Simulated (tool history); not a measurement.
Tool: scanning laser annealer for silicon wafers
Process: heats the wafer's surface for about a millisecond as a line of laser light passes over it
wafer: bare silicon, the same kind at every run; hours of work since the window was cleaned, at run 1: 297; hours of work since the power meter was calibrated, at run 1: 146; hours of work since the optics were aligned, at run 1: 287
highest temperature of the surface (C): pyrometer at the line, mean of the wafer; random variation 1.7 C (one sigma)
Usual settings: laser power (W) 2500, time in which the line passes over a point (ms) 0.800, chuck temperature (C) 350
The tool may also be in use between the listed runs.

run,hour,laser power (W),time in which the line passes over a point (ms),chuck temperature (C),hours of work since the window was cleaned,hours of work since the power meter was calibrated,hours of work since the optics were aligned,highest temperature of the surface (C)
1,0.0,2500,0.800,350,297,146,287,1165
2,5.1,2500,0.800,350,301,150,291,1161
3,14.8,2500,0.800,350,309,158,298,1161
4,24.4,2500,0.704,350,317,165,306,1104
5,31.1,2500,0.704,350,322,171,311,1106
6,35.4,2500,0.704,350,325,174,314,1106
7,43.8,2500,0.800,338,332,180,321,1148
# hour 46.5: window over the wafer cleaned
8,50.5,2500,0.800,338,3,184,324,1133
9,56.5,2500,0.800,350,8,189,329,1144
10,65.7,2500,0.800,350,15,196,336,1143
11,73.7,2500,0.800,350,21,202,343,1141
12,81.7,2500,0.800,350,27,208,349,1144
13,89.2,2241,0.580,384,33,214,355,983
14,96.7,2500,0.641,318,39,220,361,1021
15,105.4,2381,0.976,318,46,227,367,1158
# hour 108.6: window over the wafer cleaned, once more
16,116.4,2190,0.760,353,6,234,374,1074
17,122.6,2190,0.760,353,11,239,379,1074
18,130.1,2574,0.760,353,17,245,385,1190
19,138.2,2500,0.800,348,23,251,391,1185
20,148.4,2500,0.772,348,31,259,399,1167
21,153.8,2500,0.772,348,35,263,404,1170
22,158.1,2500,0.772,386,39,267,407,1208
23,166.4,2301,0.800,386,45,273,413,1158
24,175.6,2414,0.771,317,52,280,421,1113

3 ways to go on from here, each from the tool as it stands after run 24. What would each give?
A,184.7,2465,0.771,317,59,287,428,?
B,184.7,2219,0.894,363,59,287,428,?
C,184.7,2414,0.641,388,59,287,428,?

run,highest temperature of the surface (C)
A,1122
B,1157
C,1101
Without the tool's hidden state the same runs would have given:
run,highest temperature of the surface (C)
A,1130
B,1165
C,1108
